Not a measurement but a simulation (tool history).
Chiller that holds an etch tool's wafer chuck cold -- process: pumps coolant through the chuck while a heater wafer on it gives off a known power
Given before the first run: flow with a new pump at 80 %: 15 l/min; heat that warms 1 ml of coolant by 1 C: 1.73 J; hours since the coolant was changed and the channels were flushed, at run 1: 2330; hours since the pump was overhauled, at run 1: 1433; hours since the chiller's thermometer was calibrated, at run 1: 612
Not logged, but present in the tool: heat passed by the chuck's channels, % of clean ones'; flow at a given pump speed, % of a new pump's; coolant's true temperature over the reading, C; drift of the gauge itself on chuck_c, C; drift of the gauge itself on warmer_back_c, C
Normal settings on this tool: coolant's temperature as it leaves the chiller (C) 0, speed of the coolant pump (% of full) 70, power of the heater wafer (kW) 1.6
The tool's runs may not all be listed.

run    hour  coolant's temperature as it leaves the chiller (C)  speed of the coolant pump (% of full)  power of the heater wafer (kW)  hours since the coolant was changed and the channels were flushed  hours since the pump was overhauled  hours since the chiller's thermometer was calibrated  chuck's temperature once it has settled (C)  how much warmer the coolant comes back (C)
  1       0                                                   0                                     70                             1.6                                                               2330                                 1433                                                   612                                         16.8                                         4.2
  2    58.2                                                   0                                     70                             1.6                                                               2388                                 1492                                                   670                                         16.8                                        4.22
  3   130.6                                                   0                                     70                             1.6                                                               2460                                 1564                                                   742                                         16.9                                        4.18
  4     174                                                   0                                     70                             1.6                                                               2504                                 1607                                                   786                                         16.8                                         4.2
  5   204.9                                                   0                                     79                             1.6                                                               2534                                 1638                                                   817                                         15.7                                         3.7
  6   264.6                                                   0                                     70                           1.623                                                               2594                                 1698                                                   876                                         17.1                                        4.25
  7   302.9                                                   0                                     70                           1.259                                                               2632                                 1736                                                   915                                         13.3                                        3.26
  8     347                                                   0                                     70                           1.259                                                               2677                                 1780                                                   959                                         13.3                                        3.29
  9   401.3                                                   2                                     70                             1.6                                                               2731                                 1835                                                  1013                                         18.7                                        4.15
 10   468.4                                                   8                                     70                             1.6                                                               2798                                 1902                                                  1080                                         24.9                                        4.08
 11   505.9                                                   8                                     70                             1.6                                                               2835                                 1939                                                  1118                                         24.9                                        4.09
 12   544.9                                                   8                                     70                           1.282                                                               2874                                 1978                                                  1157                                         21.4                                        3.32
 13     575                                                   8                                     89                           1.282                                                               2905                                 2008                                                  1187                                         19.9                                         2.5
 14   637.5                                                   8                                     89                           1.352                                                               2967                                 2071                                                  1249                                         20.3                                        2.66
 15   711.8                                                   8                                     89                           1.352                                                               3041                                 2145                                                  1323                                         20.5                                        2.58
 16   757.7                                                   8                                     89                           1.352                                                               3087                                 2191                                                  1369                                         20.5                                        2.58
 17   797.3                                                   1                                     79                            0.82                                                               3127                                 2231                                                  1409                                          8.9                                        1.71
 18     866                                                   9                                     70                           1.533                                                               3196                                 2299                                                  1478                                         25.1                                         3.8
 19   929.7                                                   9                                     70                           1.999                                                               3259                                 2363                                                  1541                                           30                                        5.04
      938.3  -- gauge calibrated
 20   962.9                                                   5                                     73                           1.125                                                               3292                                 2396                                                  1575                                         16.7                                        2.86
 21  1018.7                                                  -5                                     66                           2.265                                                               3348                                 2452                                                  1630                                         19.4                                        6.32
 22  1089.1                                                  -2                                     99                           1.436                                                               3419                                 2522                                                  1701                                         10.6                                        2.58
 23  1147.8                                                   8                                     65                             1.6                                                               3477                                 2581                                                  1759                                         25.4                                        4.55
 24  1198.8                                                 -10                                     70                             1.6                                                               3528                                 2632                                                  1810                                          6.7                                         4.2
 25  1245.8                                                 -10                                     86                             1.6                                                               3575                                 2679                                                  1857                                          5.2                                        3.31
 26  1300.1                                                  -6                                     98                           1.816                                                               3630                                 2733                                                  1912                                          9.8                                        3.25
 27  1363.6                                                   7                                     60                           2.246                                                               3693                                 2797                                                  1975                                         32.6                                        6.87
 28  1400.3                                                   7                                     76                           1.811                                                               3730                                 2834                                                  2012                                         25.2                                        4.23
 29  1446.7                                                   6                                     75                             1.8                                                               3776                                 2880                                                  2058                                         24.1                                        4.33
 30    1511                                                   1                                     70                             1.6                                                               3841                                 2944                                                  2123                                         17.8                                        4.13
 31  1568.6                                                  -3                                     97                           1.409                                                               3898                                 3002                                                  2180                                          9.4                                        2.51

Hidden condition of the tool, last listed run before each entry between runs versus first listed run after:
Runs 19 to 20: gauge calibrated (hour 938.3)
  drift of the gauge itself on warmer_back_c, C: -0.26 -> -0.01
  the result without the hidden state subtracted from the measured one, how much warmer the coolant comes back (C): -0.26 -> -0.01
